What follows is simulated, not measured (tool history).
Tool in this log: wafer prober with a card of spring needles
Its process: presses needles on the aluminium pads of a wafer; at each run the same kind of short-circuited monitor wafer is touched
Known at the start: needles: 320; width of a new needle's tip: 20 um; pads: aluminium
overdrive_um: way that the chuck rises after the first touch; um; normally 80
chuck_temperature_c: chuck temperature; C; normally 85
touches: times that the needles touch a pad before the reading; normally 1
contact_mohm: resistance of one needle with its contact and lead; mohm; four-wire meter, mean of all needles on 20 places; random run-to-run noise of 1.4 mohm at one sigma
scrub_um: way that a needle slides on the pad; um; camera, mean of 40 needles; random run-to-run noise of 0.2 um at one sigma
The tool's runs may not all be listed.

run 1 day=0 | overdrive_um=80 chuck_temperature_c=85 touches=1 | contact_mohm=126 scrub_um=22.18
-- day=0.292 tips cleaned on abrasive film
run 2 day=0.396 | overdrive_um=71 chuck_temperature_c=85 touches=1 | contact_mohm=128 scrub_um=19.54
-- day=0.679 tips cleaned on abrasive film
run 3 day=0.771 | overdrive_um=71 chuck_temperature_c=85 touches=1 | contact_mohm=126 scrub_um=19.68
-- day=1.058 tips cleaned on abrasive film
run 4 day=1.142 | overdrive_um=71 chuck_temperature_c=85 touches=1 | contact_mohm=125 scrub_um=19.65
-- day=1.462 tips cleaned on abrasive film
run 5 day=1.579 | overdrive_um=71 chuck_temperature_c=85 touches=1 | contact_mohm=128 scrub_um=19.82
-- day=1.85 tips cleaned on abrasive film
run 6 day=2.104 | overdrive_um=80 chuck_temperature_c=85 touches=1 | contact_mohm=128 scrub_um=22.65
-- day=2.262 tips cleaned on abrasive film
run 7 day=2.483 | overdrive_um=80 chuck_temperature_c=85 touches=1 | contact_mohm=129 scrub_um=22.47
-- day=2.662 tips cleaned on abrasive film
run 8 day=2.767 | overdrive_um=80 chuck_temperature_c=85 touches=1 | contact_mohm=124 scrub_um=22.13
-- day=3.054 tips cleaned on abrasive film
run 9 day=3.079 | overdrive_um=80 chuck_temperature_c=85 touches=1 | contact_mohm=128 scrub_um=22.46
-- day=3.429 tips cleaned on abrasive film
run 10 day=3.562 | overdrive_um=80 chuck_temperature_c=85 touches=1 | contact_mohm=127 scrub_um=22.1
-- day=3.817 tips cleaned on abrasive film
run 11 day=4.104 | overdrive_um=80 chuck_temperature_c=85 touches=1 | contact_mohm=125 scrub_um=22.14
-- day=4.192 tips cleaned on abrasive film
-- day=4.571 tips cleaned on abrasive film
run 12 day=4.692 | overdrive_um=80 chuck_temperature_c=85 touches=1 | contact_mohm=125 scrub_um=22.35
-- day=4.938 tips cleaned on abrasive film
run 13 day=5.017 | overdrive_um=80 chuck_temperature_c=85 touches=1 | contact_mohm=128 scrub_um=22.19
run 14 day=5.279 | overdrive_um=80 chuck_temperature_c=85 touches=2 | contact_mohm=124 scrub_um=22.47
-- day=5.338 tips cleaned on abrasive film
-- day=5.721 tips cleaned on abrasive film
run 15 day=5.867 | overdrive_um=80 chuck_temperature_c=85 touches=2 | contact_mohm=122 scrub_um=22.24
-- day=6.092 tips cleaned on abrasive film
run 16 day=6.179 | overdrive_um=80 chuck_temperature_c=85 touches=2 | contact_mohm=125 scrub_um=22.29
-- day=6.479 tips cleaned on abrasive film
run 17 day=6.675 | overdrive_um=80 chuck_temperature_c=58 touches=1 | contact_mohm=123 scrub_um=22.28
-- day=6.846 tips cleaned on abrasive film
run 18 day=7.038 | overdrive_um=80 chuck_temperature_c=58 touches=1 | contact_mohm=124 scrub_um=22.16

Run 19, settings as shown, results not yet in. Your forecast:
-- day=7.246 tips cleaned on abrasive film
run 19 day=7.508 | overdrive_um=78 chuck_temperature_c=25 touches=1 | contact_mohm=? scrub_um=?

contact_mohm: 117 mohm
scrub_um: 21.73 um
Take away the tool's hidden state, keep the run-to-run variation as it was, and the same run would have given contact_mohm 117 mohm, scrub_um 21.75 um.
